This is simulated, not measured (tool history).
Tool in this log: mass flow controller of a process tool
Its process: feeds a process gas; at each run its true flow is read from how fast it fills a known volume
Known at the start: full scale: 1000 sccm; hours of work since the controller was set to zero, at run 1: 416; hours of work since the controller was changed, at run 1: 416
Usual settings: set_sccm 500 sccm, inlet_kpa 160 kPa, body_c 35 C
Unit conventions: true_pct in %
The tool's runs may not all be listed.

run   hour  set_sccm  inlet_kpa  body_c  hours of work since the controller was set to zero  hours of work since the controller was changed  true_pct
  1    0.0       500        160      35                                                 416                                             416     98.43
  2   88.0       500        160      35                                                 467                                             467     98.55
  3  207.9       500        160      34                                                 536                                             536     98.54
  4  315.2       500        160      34                                                 598                                             598     98.52
  5  406.7       500        160      34                                                 651                                             651     98.59
  6  514.8       500        160      34                                                 713                                             713     98.48
  7  657.3       500        160      34                                                 795                                             795     98.52
  8  782.6       500        160      34                                                 867                                             867     98.62
  9  881.6       500        160      35                                                 924                                             924     98.49

Expected results for the next run?
 10  1044.3       152        277      35                                                1018                                            1018         ?

true_pct: 97.03 %
With no hidden state in the tool, this same run would have given true_pct 97.03 %.

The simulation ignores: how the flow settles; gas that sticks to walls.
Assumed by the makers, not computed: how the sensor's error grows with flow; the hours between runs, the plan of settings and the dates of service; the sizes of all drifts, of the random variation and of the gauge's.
